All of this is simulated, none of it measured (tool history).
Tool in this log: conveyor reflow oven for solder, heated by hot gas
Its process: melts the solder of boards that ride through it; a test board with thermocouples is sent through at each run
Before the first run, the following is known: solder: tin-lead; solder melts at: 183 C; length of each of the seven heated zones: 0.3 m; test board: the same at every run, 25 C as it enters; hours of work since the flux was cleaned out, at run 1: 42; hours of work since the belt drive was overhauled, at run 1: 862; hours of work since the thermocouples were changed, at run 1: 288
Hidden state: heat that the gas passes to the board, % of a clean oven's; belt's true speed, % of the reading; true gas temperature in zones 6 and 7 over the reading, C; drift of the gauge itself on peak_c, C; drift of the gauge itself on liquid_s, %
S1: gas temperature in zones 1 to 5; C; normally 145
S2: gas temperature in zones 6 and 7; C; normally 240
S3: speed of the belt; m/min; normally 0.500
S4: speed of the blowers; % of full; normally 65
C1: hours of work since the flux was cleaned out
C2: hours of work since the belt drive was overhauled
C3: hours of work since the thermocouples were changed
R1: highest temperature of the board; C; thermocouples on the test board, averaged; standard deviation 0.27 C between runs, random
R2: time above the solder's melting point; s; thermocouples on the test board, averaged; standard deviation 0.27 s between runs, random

run    hour   S1   S2     S3  S4   C1    C2   C3     R1    R2
  1     0.0  145  240  0.500  65   42   862  288  221.8  60.6
  2    42.0  145  240  0.403  65   62   882  308  228.2  80.6
  3    73.6  145  240  0.403  65   77   897  323  228.2  80.3
  4   145.0  145  240  0.403  65  112   932  358  227.6  80.5
  5   209.2  145  240  0.403  65  142   963  388  227.5  80.5
      276.7  -- flux residue cleaned out of gas plates and filters
  6   276.7  145  240  0.403  65    0   993  418  227.7  80.5
  7   308.6  141  240  0.500  65   15  1008  434  220.2  58.5
      329.5  -- belt drive overhauled, speed set with a stopwatch
  8   346.9  141  240  0.500  65   32     8  450  218.9  56.0
  9   417.6  141  240  0.500  65   66    42  484  219.4  55.3
 10   476.7  148  240  0.500  65   94    71  512  220.1  59.0
 11   543.2  145  247  0.500  65  126   102  544  225.0  61.2
 12   592.8  145  247  0.500  65  150   126  568  224.9  61.4
      635.1  -- flux residue cleaned out of gas plates and filters, once more
 13   645.5  145  247  0.500  65    5   149  591  226.7  62.2
 14   696.8  131  240  0.500  65   30   174  616  218.0  51.7
 15   755.9  131  240  0.500  65   58   202  644  217.4  51.8
 16   797.2  141  253  0.500  65   78   222  664  230.5  62.9
 17   860.9  144  229  0.556  65  108   252  694  207.0  42.3
 18   926.2  144  229  0.556  65  140   284  726  207.3  42.4
 19   969.8  159  232  0.446  66  161   305  747  219.6  72.5
      998.9  -- flux residue cleaned out of gas plates and filters
 20  1037.2  144  243  0.500  65   18   335  776  222.7  59.9
     1060.0  -- thermocouples of zones 6 and 7 changed
 21  1078.6  147  249  0.438  56   37   354    9  232.1  76.0
 22  1147.6  155  240  0.531  65   70   387   42  221.4  59.7
 23  1184.9  132  239  0.494  85   88   405   60  222.5  56.6
 24  1245.5  132  239  0.494  85  117   434   89  222.2  56.7
 25  1302.7  135  245  0.502  65  145   461  116  222.7  56.9
     1369.6  -- flux residue cleaned out of gas plates and filters
 26  1379.0  151  253  0.405  82    5   495  151  242.5  89.3
 27  1419.5  151  253  0.405  82   24   515  170  242.5  89.3
 28  1450.0  140  251  0.500  65   39   529  185  229.3  63.1
 29  1519.1  140  251  0.500  65   72   562  218  229.8  63.0
 30  1580.4  140  251  0.500  65  101   592  247  229.7  62.4

Forecast each of these 4 alternatives for the next run:
  A  1648.5  140  250  0.500  65  134  625  280   ?   ?
  B  1648.5  140  251  0.414  62  134  625  280   ?   ?
  C  1648.5  148  231  0.510  65  134  625  280   ?   ?
  D  1648.5  145  252  0.500  65  134  625  280   ?   ?

run     R1    R2
  A  228.2  62.2
  B  235.1  80.9
  C  213.4  54.0
  D  231.3  65.3
With the hidden condition removed and each run's random variation left untouched, the same runs would have given:
run     R1    R2
  A  228.8  61.3
  B  235.7  79.7
  C  214.0  53.4
  D  231.9  64.3
